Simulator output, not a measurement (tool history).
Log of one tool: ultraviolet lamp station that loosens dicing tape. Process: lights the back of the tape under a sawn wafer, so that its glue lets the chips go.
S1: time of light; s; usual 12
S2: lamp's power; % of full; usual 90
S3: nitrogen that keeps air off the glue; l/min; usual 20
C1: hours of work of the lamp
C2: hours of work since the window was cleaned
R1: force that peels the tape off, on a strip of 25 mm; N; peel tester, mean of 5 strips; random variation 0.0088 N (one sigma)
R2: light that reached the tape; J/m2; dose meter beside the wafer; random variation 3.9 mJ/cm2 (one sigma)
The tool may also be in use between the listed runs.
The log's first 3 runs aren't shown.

run 4 day=2.558 | S1=12 S2=90 S3=20 | C1=377 C2=287 | R1=0.357 R2=6770
run 5 day=3.121 | S1=12 S2=90 S3=20 | C1=384 C2=294 | R1=0.383 R2=6660
run 6 day=3.992 | S1=12 S2=90 S3=20 | C1=396 C2=306 | R1=0.362 R2=6760
run 7 day=4.879 | S1=12 S2=90 S3=20 | C1=408 C2=318 | R1=0.382 R2=6740
run 8 day=5.321 | S1=12 S2=90 S3=20 | C1=413 C2=323 | R1=0.367 R2=6760
run 9 day=6.404 | S1=12 S2=90 S3=20 | C1=428 C2=338 | R1=0.372 R2=6740
run 10 day=7.508 | S1=12 S2=90 S3=20 | C1=442 C2=352 | R1=0.352 R2=6790
run 11 day=8.025 | S1=12 S2=90 S3=20 | C1=449 C2=359 | R1=0.374 R2=6780
run 12 day=8.708 | S1=12 S2=90 S3=20 | C1=458 C2=368 | R1=0.367 R2=6750
run 13 day=9.208 | S1=12 S2=90 S3=20 | C1=465 C2=375 | R1=0.371 R2=6850
run 14 day=10.2 | S1=12 S2=90 S3=20 | C1=478 C2=388 | R1=0.37 R2=6790
run 15 day=11.238 | S1=12 S2=90 S3=20 | C1=491 C2=401 | R1=0.355 R2=6800
-- day=11.562 gauge calibrated
run 16 day=12.062 | S1=12 S2=64 S3=20 | C1=502 C2=412 | R1=0.763 R2=4720
run 17 day=12.696 | S1=12 S2=64 S3=20 | C1=511 C2=421 | R1=0.78 R2=4760
run 18 day=13.675 | S1=12 S2=64 S3=20 | C1=523 C2=433 | R1=0.767 R2=4710
run 19 day=14.346 | S1=12 S2=64 S3=20 | C1=532 C2=442 | R1=0.761 R2=4770
run 20 day=14.925 | S1=12 S2=90 S3=20 | C1=540 C2=450 | R1=0.373 R2=6670
run 21 day=15.642 | S1=11 S2=90 S3=20 | C1=549 C2=459 | R1=0.447 R2=6150
run 22 day=16.108 | S1=11 S2=90 S3=20 | C1=556 C2=466 | R1=0.452 R2=6170
run 23 day=17.188 | S1=11 S2=90 S3=20 | C1=570 C2=480 | R1=0.424 R2=6150

Forecast run 24:
run 24 day=17.675 | S1=23 S2=67 S3=20 | C1=576 C2=486 | R1=? R2=?

{"run 24": {"R1": 0.194, "R2": 9680}}
Without the tool's hidden state the same run would have given R1 0.193 N, R2 9560 J/m2.

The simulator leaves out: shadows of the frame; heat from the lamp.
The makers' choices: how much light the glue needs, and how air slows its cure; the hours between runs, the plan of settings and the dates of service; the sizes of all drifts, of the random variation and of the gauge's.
